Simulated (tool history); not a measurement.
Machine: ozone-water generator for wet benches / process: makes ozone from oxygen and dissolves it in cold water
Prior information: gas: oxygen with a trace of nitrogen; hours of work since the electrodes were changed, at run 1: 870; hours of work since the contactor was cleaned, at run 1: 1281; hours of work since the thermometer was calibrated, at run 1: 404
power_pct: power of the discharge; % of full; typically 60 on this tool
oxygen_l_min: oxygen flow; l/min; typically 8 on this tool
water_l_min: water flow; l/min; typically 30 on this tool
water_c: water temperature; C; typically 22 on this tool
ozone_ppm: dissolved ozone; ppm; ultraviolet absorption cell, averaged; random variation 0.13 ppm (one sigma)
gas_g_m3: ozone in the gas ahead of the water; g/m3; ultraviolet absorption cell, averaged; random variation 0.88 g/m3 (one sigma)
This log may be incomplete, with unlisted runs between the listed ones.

run	hour	power_pct	oxygen_l_min	water_l_min	water_c	hours of work since the electrodes were changed	hours of work since the contactor was cleaned	hours of work since the thermometer was calibrated	ozone_ppm	gas_g_m3
1	0	60	8	30	22	870	1281	404	14.3	141
2	25.7	60	8	30	22	895	1306	428	14.1	140.9
3	57.4	44	8	30	22	926	1337	459	12.4	120.8
4	93	44	8	30	22	960	1371	494	12.2	121.7
5	117.8	60	8	30	22	984	1395	518	14.1	140.9
6	162.2	60	8	30	22	1027	1438	561	14.3	141.8
7	194.7	60	8	30	22	1058	1470	592	14.2	140.9
8	228.7	60	8	30	22	1091	1502	625	14	142.3
9	269.3	60	8	30	22	1130	1542	664	14.1	140.3
10	310	60	11.75	30	22	1170	1581	703	14.3	120.8
11	346.8	60	11.75	30	22	1205	1617	739	14.3	121.1
12	391	60	11.75	30	22	1248	1659	782	14.4	119.2
13	422.4	60	11.75	30	20	1278	1690	812	14.8	119.4
14	454.5	60	8	30	22	1309	1721	843	13.9	141.4
15	491.7	60	8	30	22	1345	1757	879	14.1	140.3
16	529.7	60	8	30	22	1382	1793	916	14	140.1
17	555.8	70	8	30	22	1407	1819	941	14.9	151
18	582.7	70	8	30	22	1433	1845	967	15.4	151.7
19	614.6	70	8	30	22	1464	1875	998	15.3	152.1
20	654.1	50	8.5	20	17	1502	1914	1036	18.6	124.7
21	677.4	59	8.5	23	16	1525	1936	1058	18.6	135.5
22	714.3	59	8.5	23	16	1560	1972	1094	18.5	132.9

Predict the results of run 23:
23	758.4	60	11.3	44	22	1603	2014	1137	?	?

{"run 23": {"ozone_ppm": 10.5, "gas_g_m3": 120.9}}
With no hidden state in the tool, this same run would have given ozone_ppm 11.2 ppm, gas_g_m3 125.1 g/m3.
